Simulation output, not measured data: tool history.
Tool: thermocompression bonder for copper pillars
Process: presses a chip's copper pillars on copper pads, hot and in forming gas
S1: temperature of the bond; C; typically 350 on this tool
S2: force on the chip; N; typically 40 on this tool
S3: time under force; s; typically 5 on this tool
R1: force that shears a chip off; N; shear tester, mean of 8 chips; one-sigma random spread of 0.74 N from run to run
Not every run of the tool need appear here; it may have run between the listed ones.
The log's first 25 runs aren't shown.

| run | hour | S1 | S2 | S3 | R1 |
|---|---|---|---|---|---|
| 26 | 285.3 | 321 | 27 | 4 | 18.6 |
| 27 | 295.1 | 366 | 40 | 5 | 53.4 |
| 28 | 307.5 | 366 | 40 | 5 | 52.4 |
|  | 312.6 | forming gas filter changed |
| 29 | 320.2 | 366 | 40 | 5 | 60.1 |
| 30 | 332.1 | 362 | 46 | 8 | 75.5 |
| 31 | 343.1 | 369 | 59 | 3 | 71.0 |
| 32 | 354.3 | 340 | 34 | 3 | 30.4 |
| 33 | 366.8 | 340 | 34 | 5 | 38.3 |
| 34 | 381.1 | 370 | 40 | 5 | 59.9 |
| 35 | 396.7 | 374 | 55 | 8 | 94.6 |
| 36 | 412.5 | 329 | 42 | 5 | 39.4 |
| 37 | 426.4 | 377 | 42 | 5 | 65.5 |
| 38 | 435.8 | 337 | 28 | 5 | 28.6 |

3 options for the next run, each taken on its own from the tool as it stands now. Forecast them:
| A | 442.9 | 357 | 40 | 3 | ? |
| B | 442.9 | 367 | 40 | 15 | ? |
| C | 442.9 | 371 | 59 | 3 | ? |

| run | R1 |
|---|---|
| A | 42.9 |
| B | 84.6 |
| C | 70.2 |
What these runs would have given with no unlogged condition in the tool:
| run | R1 |
|---|---|
| A | 48.4 |
| B | 93.4 |
| C | 78.0 |
